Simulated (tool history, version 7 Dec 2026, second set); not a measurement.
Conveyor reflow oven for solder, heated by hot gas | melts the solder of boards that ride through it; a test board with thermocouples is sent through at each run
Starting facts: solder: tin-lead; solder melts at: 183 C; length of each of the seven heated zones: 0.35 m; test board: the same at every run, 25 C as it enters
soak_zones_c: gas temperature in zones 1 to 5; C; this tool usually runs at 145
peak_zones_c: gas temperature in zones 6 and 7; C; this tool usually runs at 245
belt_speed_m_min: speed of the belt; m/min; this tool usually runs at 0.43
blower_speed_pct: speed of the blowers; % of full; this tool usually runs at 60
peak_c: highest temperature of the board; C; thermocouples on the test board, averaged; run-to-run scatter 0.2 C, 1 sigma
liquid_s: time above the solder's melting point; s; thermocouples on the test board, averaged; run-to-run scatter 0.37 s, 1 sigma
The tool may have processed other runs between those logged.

| run | hour | soak_zones_c | peak_zones_c | belt_speed_m_min | blower_speed_pct | peak_c | liquid_s |
|---|---|---|---|---|---|---|---|
| 1 | 0 | 145 | 245 | 0.43 | 60 | 225.9 | 82.5 |
| 2 | 19.6 | 145 | 245 | 0.43 | 64 | 226.7 | 84.7 |
| 3 | 34 | 136 | 245 | 0.43 | 60 | 223.6 | 76.7 |
| 4 | 54 | 136 | 245 | 0.43 | 60 | 223.5 | 77.6 |
| 5 | 67 | 136 | 245 | 0.43 | 60 | 223.4 | 77.6 |
| 6 | 80.7 | 153 | 245 | 0.43 | 60 | 227.2 | 88.9 |
| 7 | 89.6 | 139 | 245 | 0.43 | 60 | 224.6 | 79.9 |
| 8 | 104.3 | 145 | 245 | 0.498 | 60 | 220 | 66.9 |
|  | 126.8 | flux residue cleaned out of gas plates and filters |
| 9 | 126.8 | 145 | 245 | 0.43 | 54 | 224.2 | 81.5 |
| 10 | 137.8 | 145 | 245 | 0.43 | 54 | 223.8 | 81.7 |
| 11 | 152.1 | 145 | 245 | 0.43 | 60 | 225.6 | 83.4 |
| 12 | 172.4 | 145 | 245 | 0.43 | 60 | 225.4 | 82.7 |
| 13 | 190.2 | 145 | 245 | 0.519 | 60 | 218.3 | 62.8 |
| 14 | 210.3 | 145 | 245 | 0.519 | 60 | 217.9 | 62.1 |
| 15 | 220.5 | 145 | 241 | 0.43 | 60 | 222.1 | 80.7 |
| 16 | 231.8 | 148 | 246 | 0.476 | 60 | 222.9 | 74.1 |
| 17 | 243.1 | 145 | 258 | 0.43 | 68 | 238.7 | 91.9 |
| 18 | 254.8 | 145 | 240 | 0.43 | 68 | 222.9 | 81.4 |
| 19 | 273.6 | 135 | 246 | 0.43 | 85 | 229.3 | 82.6 |
| 20 | 286.6 | 147 | 245 | 0.44 | 75 | 228.4 | 84.1 |
| 21 | 299.6 | 144 | 245 | 0.388 | 75 | 231.4 | 97.1 |
| 22 | 319.1 | 155 | 245 | 0.368 | 75 | 234.4 | 110.2 |
| 23 | 329.6 | 131 | 236 | 0.43 | 60 | 215.1 | 67.4 |
| 24 | 339.1 | 145 | 253 | 0.43 | 58 | 231.5 | 87.5 |
| 25 | 351.9 | 145 | 255 | 0.43 | 74 | 237 | 91.3 |
| 26 | 367.2 | 138 | 248 | 0.372 | 76 | 234.3 | 101.4 |
| 27 | 382.6 | 136 | 236 | 0.45 | 54 | 213.2 | 62.9 |
| 28 | 398.7 | 146 | 249 | 0.41 | 80 | 234.2 | 95.7 |

Predict the results of run 29:
|  | 406.1 | thermocouples of zones 6 and 7 changed |
| 29 | 420.4 | 137 | 250 | 0.435 | 53 | ? | ? |

{"run 29": {"peak_c": 225.5, "liquid_s": 78.3}}
Had the tool carried no hidden state, the very same run would have given peak_c 225.5 C, liquid_s 78.3 s.

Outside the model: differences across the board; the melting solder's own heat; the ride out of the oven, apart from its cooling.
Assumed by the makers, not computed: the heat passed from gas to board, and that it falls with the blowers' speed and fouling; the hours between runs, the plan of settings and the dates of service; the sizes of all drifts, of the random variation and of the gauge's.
